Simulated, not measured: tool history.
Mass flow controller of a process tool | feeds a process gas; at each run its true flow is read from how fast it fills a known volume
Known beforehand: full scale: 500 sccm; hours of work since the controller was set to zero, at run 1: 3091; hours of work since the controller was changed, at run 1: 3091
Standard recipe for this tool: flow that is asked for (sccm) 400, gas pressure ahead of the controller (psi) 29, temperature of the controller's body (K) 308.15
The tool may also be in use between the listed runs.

run    hour  flow that is asked for (sccm)  gas pressure ahead of the controller (psi)  temperature of the controller's body (K)  hours of work since the controller was set to zero  hours of work since the controller was changed  true flow (%)
  1       0                            400                                          29                                    308.15                                                3091                                            3091         100.84
  2      76                            400                                          29                                    308.15                                                3132                                            3132          100.8
  3     171                            400                                          29                                    308.15                                                3184                                            3184         100.66
  4   234.2                            400                                          29                                    308.15                                                3218                                            3218         100.56
  5   386.6                            400                                          29                                    308.15                                                3300                                            3300         100.64
  6   472.2                            400                                          29                                    308.15                                                3347                                            3347         100.53
  7   563.1                            400                                          29                                    308.15                                                3396                                            3396          100.6
  8   709.5                            400                                        37.4                                    308.15                                                3475                                            3475         100.61
  9   778.3                            400                                        37.4                                    308.15                                                3512                                            3512         100.65
 10   848.9                            400                                        37.4                                    308.15                                                3550                                            3550         100.55
 11     923                            400                                          29                                    306.15                                                3590                                            3590         100.23
 12  1049.2                            400                                          29                                    306.15                                                3658                                            3658          100.1
 13  1184.2                            123                                          21                                    308.15                                                3731                                            3731          99.66
 14  1335.9                            469                                          21                                    303.15                                                3813                                            3813          99.75
 15  1471.8                            346                                        26.8                                    293.15                                                3887                                            3887          98.59
 16  1584.4                            400                                        21.6                                    309.15                                                3948                                            3948         100.25
 17  1659.4                             69                                        38.4                                    298.15                                                3988                                            3988          98.59
 18  1796.5                             69                                        38.4                                    298.15                                                4062                                            4062          98.43
 19    1926                            349                                        23.6                                    308.15                                                4132                                            4132          99.86
 20  2042.6                            349                                        21.5                                    308.15                                                4195                                            4195          99.72
 21  2108.1                             80                                        24.2                                    304.15                                                4231                                            4231          98.59
 22  2208.3                            154                                        32.2                                    303.15                                                4285                                            4285          99.09

Predict each of these 4 candidate next runs independently; none follows another, all start after run 22:
  A  2296.1                            400                                          29                                    304.15                                                4332                                            4332              ?
  B  2296.1                            154                                        32.2                                    296.15                                                4332                                            4332              ?
  C  2296.1                             98                                          29                                    309.15                                                4332                                            4332              ?
  D  2296.1                            154                                        33.5                                    307.15                                                4332                                            4332              ?

run  true flow (%)
  A          99.46
  B          98.23
  C          99.35
  D          99.43
Stripped of hidden state, with their random variation kept, the same runs would have yielded:
run  true flow (%)
  A         100.23
  B          98.99
  C         100.11
  D          100.2

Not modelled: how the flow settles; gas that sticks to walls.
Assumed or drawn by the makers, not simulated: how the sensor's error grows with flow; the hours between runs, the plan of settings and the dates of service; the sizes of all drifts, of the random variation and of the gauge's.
